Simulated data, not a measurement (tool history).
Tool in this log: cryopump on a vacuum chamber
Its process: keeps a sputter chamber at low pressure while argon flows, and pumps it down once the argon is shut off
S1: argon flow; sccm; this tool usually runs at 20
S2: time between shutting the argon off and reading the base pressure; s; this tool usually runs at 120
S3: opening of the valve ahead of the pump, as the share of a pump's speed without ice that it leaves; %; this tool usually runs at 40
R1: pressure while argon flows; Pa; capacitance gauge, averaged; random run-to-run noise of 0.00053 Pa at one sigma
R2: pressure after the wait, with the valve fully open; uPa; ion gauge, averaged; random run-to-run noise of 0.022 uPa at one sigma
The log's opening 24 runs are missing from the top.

run	hour	S1	S2	S3	R1	R2
25	426.7	17	129	19	0.0805	1.17
26	446.5	12	129	56	0.0205	1.13
27	465.1	20	21	22	0.0828	3.55
28	489.9	17	276	21	0.0733	0.86
29	507.8	25	32	38	0.0621	2.52
30	519.8	19	54	20	0.0863	1.83
31	530.3	20	260	40	0.0467	0.96
32	542.1	36	51	16	0.2021	1.93
33	564.3	36	51	16	0.2016	1.86

4 options for the next run, each taken on its own from the tool as it stands now. Forecast them:
A	579.6	15	206	37	?	?
B	579.6	11	120	40	?	?
C	579.6	18	51	50	?	?
D	579.6	8	287	16	?	?

run	R1	R2
A	0.0389	1.01
B	0.0260	1.22
C	0.0354	1.90
D	0.0445	0.86
Without the tool's unlogged condition, the same runs would have read:
run	R1	R2
A	0.0352	0.46
B	0.0233	0.67
C	0.0310	1.35
D	0.0425	0.33
